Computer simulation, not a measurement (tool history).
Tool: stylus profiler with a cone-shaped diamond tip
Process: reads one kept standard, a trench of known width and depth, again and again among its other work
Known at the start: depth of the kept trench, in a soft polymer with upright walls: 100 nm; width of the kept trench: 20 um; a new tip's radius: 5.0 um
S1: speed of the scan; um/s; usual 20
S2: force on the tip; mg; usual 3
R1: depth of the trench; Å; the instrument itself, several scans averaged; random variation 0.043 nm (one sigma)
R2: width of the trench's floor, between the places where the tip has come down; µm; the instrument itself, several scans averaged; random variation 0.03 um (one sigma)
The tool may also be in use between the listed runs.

{"run": 1, "day": 0.0, "S1": 20, "S2": 3, "R1": 1015.9, "R2": 17.62}
{"run": 2, "day": 5.229, "S1": 20, "S2": 3, "R1": 1016.6, "R2": 17.67}
{"run": 3, "day": 9.296, "S1": 19, "S2": 3, "R1": 1016.7, "R2": 17.64}
{"run": 4, "day": 14.067, "S1": 20, "S2": 3, "R1": 1017.1, "R2": 17.61}
{"run": 5, "day": 16.904, "S1": 20, "S2": 3, "R1": 1017.5, "R2": 17.66}
{"run": 6, "day": 19.775, "S1": 20, "S2": 3, "R1": 1017.7, "R2": 17.57}
{"run": 7, "day": 22.338, "S1": 20, "S2": 3, "R1": 1017.4, "R2": 17.65}
{"run": 8, "day": 24.529, "S1": 57, "S2": 3, "R1": 1017.1, "R2": 17.45}
{"run": 9, "day": 28.521, "S1": 20, "S2": 4.47, "R1": 1021.7, "R2": 17.63}
{"run": 10, "day": 31.675, "S1": 20, "S2": 4.47, "R1": 1021.4, "R2": 17.61}
{"run": 11, "day": 36.625, "S1": 8, "S2": 4.47, "R1": 1021.7, "R2": 17.64}
{"run": 12, "day": 38.792, "S1": 11, "S2": 1.49, "R1": 1011.8, "R2": 17.59}
{"run": 13, "day": 43.621, "S1": 11, "S2": 1.49, "R1": 1012.6, "R2": 17.54}
{"run": 14, "day": 46.717, "S1": 13, "S2": 3.54, "R1": 1019.4, "R2": 17.56}
{"run": 15, "day": 51.829, "S1": 9, "S2": 5.52, "R1": 1025.4, "R2": 17.56}
{"run": 16, "day": 55.446, "S1": 43, "S2": 1.08, "R1": 1011, "R2": 17.36}
{"run": 17, "day": 58.558, "S1": 74, "S2": 1.25, "R1": 1012, "R2": 17.16}
{"run": 18, "day": 63.596, "S1": 8, "S2": 4.89, "R1": 1024.2, "R2": 17.57}
{"run": 19, "day": 67.158, "S1": 39, "S2": 2.44, "R1": 1015.6, "R2": 17.37}
{"run": 20, "day": 71.379, "S1": 11, "S2": 5.09, "R1": 1024.5, "R2": 17.52}
{"run": 21, "day": 73.779, "S1": 17, "S2": 5.09, "R1": 1024.4, "R2": 17.5}

4 ways to go on from here, each from the tool as it stands after run 21. What would each give?
{"run": "A", "day": 78.979, "S1": 14, "S2": 7.08, "R1": "?", "R2": "?"}
{"run": "B", "day": 78.979, "S1": 18, "S2": 7.76, "R1": "?", "R2": "?"}
{"run": "C", "day": 78.979, "S1": 19, "S2": 8.02, "R1": "?", "R2": "?"}
{"run": "D", "day": 78.979, "S1": 71, "S2": 1.79, "R1": "?", "R2": "?"}

run=A R1=1029.8 R2=17.48
run=B R1=1032 R2=17.49
run=C R1=1031.9 R2=17.45
run=D R1=1014.2 R2=17.17
Without the tool's hidden state the same runs would have given:
run=A R1=1025.9 R2=17.97
run=B R1=1028.1 R2=17.98
run=C R1=1028 R2=17.95
run=D R1=1010.4 R2=17.66

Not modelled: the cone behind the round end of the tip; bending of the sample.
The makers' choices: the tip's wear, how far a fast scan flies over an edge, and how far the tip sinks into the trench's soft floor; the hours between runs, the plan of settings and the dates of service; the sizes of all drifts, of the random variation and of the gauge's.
